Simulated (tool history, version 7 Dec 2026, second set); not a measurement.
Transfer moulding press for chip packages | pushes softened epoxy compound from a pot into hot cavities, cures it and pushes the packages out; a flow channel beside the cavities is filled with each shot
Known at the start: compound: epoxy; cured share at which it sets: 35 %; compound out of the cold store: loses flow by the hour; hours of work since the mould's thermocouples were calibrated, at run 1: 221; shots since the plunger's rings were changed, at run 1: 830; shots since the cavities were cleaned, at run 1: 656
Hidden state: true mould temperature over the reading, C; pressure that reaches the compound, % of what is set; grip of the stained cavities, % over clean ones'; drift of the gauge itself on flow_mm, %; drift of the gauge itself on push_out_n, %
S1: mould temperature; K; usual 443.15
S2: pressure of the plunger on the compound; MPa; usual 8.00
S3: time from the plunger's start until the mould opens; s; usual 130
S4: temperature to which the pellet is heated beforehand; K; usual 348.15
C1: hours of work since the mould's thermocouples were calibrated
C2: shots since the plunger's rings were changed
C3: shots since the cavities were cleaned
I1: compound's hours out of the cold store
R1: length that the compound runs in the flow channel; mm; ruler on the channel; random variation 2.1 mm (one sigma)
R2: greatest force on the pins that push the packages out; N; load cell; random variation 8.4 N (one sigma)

| run | day | S1 | S2 | S3 | S4 | C1 | C2 | C3 | I1 | R1 | R2 |
|---|---|---|---|---|---|---|---|---|---|---|---|
| 1 | 0.000 | 443.15 | 8.00 | 130 | 348.15 | 221 | 830 | 656 | 41.7 | 494 | 713 |
|  | 0.342 | cavities cleaned with cleaning compound and waxed |
| 2 | 2.571 | 443.15 | 8.00 | 130 | 348.15 | 260 | 1365 | 475 | 27.5 | 504 | 686 |
|  | 3.733 | cavities cleaned with cleaning compound and waxed |
| 3 | 5.054 | 443.15 | 6.49 | 130 | 348.15 | 296 | 1881 | 282 | 28.8 | 451 | 585 |
| 4 | 6.525 | 443.15 | 6.49 | 130 | 348.15 | 319 | 2195 | 596 | 9.3 | 472 | 755 |
|  | 7.150 | cavities cleaned with cleaning compound and waxed |
| 5 | 8.400 | 443.15 | 6.49 | 130 | 348.15 | 346 | 2581 | 267 | 26.9 | 453 | 576 |
|  | 10.608 | cavities cleaned with cleaning compound and waxed |
| 6 | 10.650 | 443.15 | 6.49 | 130 | 348.15 | 380 | 3047 | 9 | 44.3 | 432 | 379 |
| 7 | 12.079 | 443.15 | 6.49 | 130 | 348.15 | 402 | 3351 | 313 | 39.9 | 436 | 614 |
|  | 14.058 | plunger's sealing rings changed |
|  | 14.121 | cavities cleaned with cleaning compound and waxed |
| 8 | 14.154 | 443.15 | 6.49 | 130 | 348.15 | 431 | 7 | 7 | 32.2 | 457 | 370 |
| 9 | 15.567 | 443.15 | 8.00 | 130 | 348.15 | 452 | 309 | 309 | 16.7 | 525 | 635 |
| 10 | 17.354 | 443.15 | 8.00 | 130 | 348.15 | 479 | 689 | 689 | 24.0 | 515 | 740 |
|  | 17.571 | cavities cleaned with cleaning compound and waxed |
|  | 18.417 | mould's thermocouples calibrated |
| 11 | 20.217 | 443.15 | 6.08 | 130 | 348.15 | 27 | 1268 | 546 | 9.4 | 462 | 684 |
|  | 21.012 | cavities cleaned with cleaning compound and waxed |
| 12 | 21.954 | 440.15 | 6.08 | 130 | 348.15 | 53 | 1625 | 201 | 24.5 | 451 | 626 |
| 13 | 23.738 | 440.15 | 6.08 | 130 | 348.15 | 80 | 2006 | 582 | 15.3 | 458 | 860 |
|  | 24.500 | cavities cleaned with cleaning compound and waxed |
| 14 | 25.708 | 438.15 | 8.42 | 157 | 348.15 | 109 | 2412 | 258 | 38.5 | 511 | 590 |
|  | 27.833 | cavities cleaned with cleaning compound and waxed |
| 15 | 28.150 | 438.15 | 8.42 | 110 | 348.15 | 145 | 2919 | 67 | 14.0 | 544 | 939 |
| 16 | 30.238 | 437.15 | 8.42 | 110 | 348.15 | 177 | 3364 | 512 | 45.2 | 502 | 1471 |
|  | 31.400 | cavities cleaned with cleaning compound and waxed |
| 17 | 32.008 | 440.15 | 9.61 | 135 | 353.15 | 203 | 3728 | 129 | 46.7 | 525 | 518 |
|  | 32.233 | plunger's sealing rings changed |
| 18 | 34.321 | 440.15 | 9.61 | 135 | 353.15 | 237 | 445 | 600 | 46.5 | 544 | 773 |
|  | 34.892 | cavities cleaned with cleaning compound and waxed |
| 19 | 37.042 | 443.15 | 9.29 | 130 | 342.15 | 277 | 1011 | 458 | 15.7 | 563 | 678 |
|  | 38.242 | cavities cleaned with cleaning compound and waxed |
| 20 | 39.679 | 448.15 | 8.51 | 147 | 348.15 | 317 | 1560 | 306 | 31.8 | 505 | 514 |
| 21 | 41.308 | 448.15 | 8.51 | 147 | 348.15 | 342 | 1908 | 654 | 39.1 | 495 | 596 |
|  | 41.817 | cavities cleaned with cleaning compound and waxed |
| 22 | 42.604 | 450.15 | 6.41 | 130 | 348.15 | 360 | 2170 | 168 | 28.6 | 437 | 434 |
| 23 | 44.638 | 450.15 | 6.07 | 130 | 354.15 | 391 | 2603 | 601 | 13.7 | 434 | 590 |
|  | 45.292 | cavities cleaned with cleaning compound and waxed |
| 24 | 47.129 | 443.15 | 6.63 | 124 | 355.15 | 428 | 3121 | 392 | 20.0 | 460 | 682 |
|  | 48.708 | cavities cleaned with cleaning compound and waxed |
| 25 | 49.133 | 443.15 | 8.69 | 145 | 357.15 | 458 | 3535 | 91 | 12.8 | 534 | 437 |
|  | 50.258 | plunger's sealing rings changed |
|  | 51.717 | mould's thermocouples calibrated |
| 26 | 52.117 | 440.15 | 8.00 | 141 | 348.15 | 6 | 379 | 687 | 34.7 | 512 | 760 |

Hidden state at the last listed run before each entry between runs and at the first one after, where it differs:
Between runs 1 and 2: cavities cleaned with cleaning compound and waxed (day 0.342)
  true mould temperature over the reading, C: -0.1 -> -0.15; pressure that reaches the compound, % of what is set: 97.77 -> 96.62; grip of the stained cavities, % over clean ones': 100.5 -> 87.1
  measured less the result without the state, R1: -5 -> -9 mm; R2: +359 -> +324 N
Between runs 2 and 3: cavities cleaned with cleaning compound and waxed (day 3.733)
  true mould temperature over the reading, C: -0.15 -> -0.19; pressure that reaches the compound, % of what is set: 96.62 -> 95.44; grip of the stained cavities, % over clean ones': 87.1 -> 61.9
  measured less the result without the state, R1: -9 -> -10 mm; R2: +324 -> +229 N
Between runs 4 and 5: cavities cleaned with cleaning compound and waxed (day 7.150)
  true mould temperature over the reading, C: -0.22 -> -0.25; pressure that reaches the compound, % of what is set: 94.85 -> 94.08; grip of the stained cavities, % over clean ones': 96.5 -> 59
  measured less the result without the state, R1: -12 -> -14 mm; R2: +375 -> +219 N
Between runs 5 and 6: cavities cleaned with cleaning compound and waxed (day 10.608)
  true mould temperature over the reading, C: -0.25 -> -0.29; pressure that reaches the compound, % of what is set: 94.08 -> 93.09; grip of the stained cavities, % over clean ones': 59 -> 2.4
  measured less the result without the state, R1: -14 -> -15 mm; R2: +219 -> +14 N
Between runs 7 and 8: plunger's sealing rings changed (day 14.058); cavities cleaned with cleaning compound and waxed (day 14.121)
  true mould temperature over the reading, C: -0.32 -> -0.36; pressure that reaches the compound, % of what is set: 92.4 -> 99.47; grip of the stained cavities, % over clean ones': 64.9 -> 2.4
  measured less the result without the state, R1: -17 -> -1 mm; R2: +248 -> +15 N
Between runs 10 and 11: cavities cleaned with cleaning compound and waxed (day 17.571); mould's thermocouples calibrated (day 18.417)
  true mould temperature over the reading, C: -0.42 -> 0.15; pressure that reaches the compound, % of what is set: 97.93 -> 96.66; grip of the stained cavities, % over clean ones': 98.8 -> 92.6
  measured less the result without the state, R1: -4 -> -9 mm; R2: +373 -> +326 N
Between runs 11 and 12: cavities cleaned with cleaning compound and waxed (day 21.012)
  true mould temperature over the reading, C: 0.15 -> 0.12; pressure that reaches the compound, % of what is set: 96.66 -> 95.96; grip of the stained cavities, % over clean ones': 92.6 -> 46.9
  measured less the result without the state, R1: -9 -> -10 mm; R2: +326 -> +196 N
Between runs 13 and 14: cavities cleaned with cleaning compound and waxed (day 24.500)
  true mould temperature over the reading, C: 0.08 -> 0.04; pressure that reaches the compound, % of what is set: 95.16 -> 94.34; grip of the stained cavities, % over clean ones': 91.3 -> 62.4
  measured less the result without the state, R1: -12 -> -15 mm; R2: +406 -> +225 N
Between runs 14 and 15: cavities cleaned with cleaning compound and waxed (day 27.833)
  true mould temperature over the reading, C: 0.04 -> 0; pressure that reaches the compound, % of what is set: 94.34 -> 93.23; grip of the stained cavities, % over clean ones': 62.4 -> 21.8
  measured less the result without the state, R1: -15 -> -19 mm; R2: +225 -> +169 N
Between runs 16 and 17: cavities cleaned with cleaning compound and waxed (day 31.400)
  true mould temperature over the reading, C: -0.04 -> -0.07; pressure that reaches the compound, % of what is set: 92.24 -> 91.5; grip of the stained cavities, % over clean ones': 91.3 -> 34.7
  measured less the result without the state, R1: -21 -> -23 mm; R2: +702 -> +137 N
Between runs 17 and 18: plunger's sealing rings changed (day 32.233)
  true mould temperature over the reading, C: -0.07 -> -0.11; pressure that reaches the compound, % of what is set: 91.5 -> 98.61; grip of the stained cavities, % over clean ones': 34.7 -> 94.7
  measured less the result without the state, R1: -23 -> -4 mm; R2: +137 -> +377 N
Between runs 18 and 19: cavities cleaned with cleaning compound and waxed (day 34.892)
  true mould temperature over the reading, C: -0.11 -> -0.16; pressure that reaches the compound, % of what is set: 98.61 -> 97.44; grip of the stained cavities, % over clean ones': 94.7 -> 82.3
  measured less the result without the state, R1: -4 -> -7 mm; R2: +377 -> +310 N
Between runs 19 and 20: cavities cleaned with cleaning compound and waxed (day 38.242)
  true mould temperature over the reading, C: -0.16 -> -0.21; pressure that reaches the compound, % of what is set: 97.44 -> 96.17; grip of the stained cavities, % over clean ones': 82.3 -> 66.1
  measured less the result without the state, R1: -7 -> -10 mm; R2: +310 -> +203 N
Between runs 21 and 22: cavities cleaned with cleaning compound and waxed (day 41.817)
  true mould temperature over the reading, C: -0.24 -> -0.26; pressure that reaches the compound, % of what is set: 95.32 -> 94.72; grip of the stained cavities, % over clean ones': 98.1 -> 41.7
  measured less the result without the state, R1: -11 -> -12 mm; R2: +297 -> +127 N
Between runs 23 and 24: cavities cleaned with cleaning compound and waxed (day 45.292)
  true mould temperature over the reading, C: -0.3 -> -0.35; pressure that reaches the compound, % of what is set: 93.85 -> 92.68; grip of the stained cavities, % over clean ones': 94.2 -> 78.5
  measured less the result without the state, R1: -13 -> -17 mm; R2: +286 -> +308 N
Between runs 24 and 25: cavities cleaned with cleaning compound and waxed (day 48.708)
  true mould temperature over the reading, C: -0.35 -> -0.38; pressure that reaches the compound, % of what is set: 92.68 -> 91.79; grip of the stained cavities, % over clean ones': 78.5 -> 26.8
  measured less the result without the state, R1: -17 -> -22 mm; R2: +308 -> +93 N
Between runs 25 and 26: plunger's sealing rings changed (day 50.258); mould's thermocouples calibrated (day 51.717)
  true mould temperature over the reading, C: -0.38 -> 0.1; pressure that reaches the compound, % of what is set: 91.79 -> 99.12; grip of the stained cavities, % over clean ones': 26.8 -> 99.9
  measured less the result without the state, R1: -22 -> -2 mm; R2: +93 -> +376 N
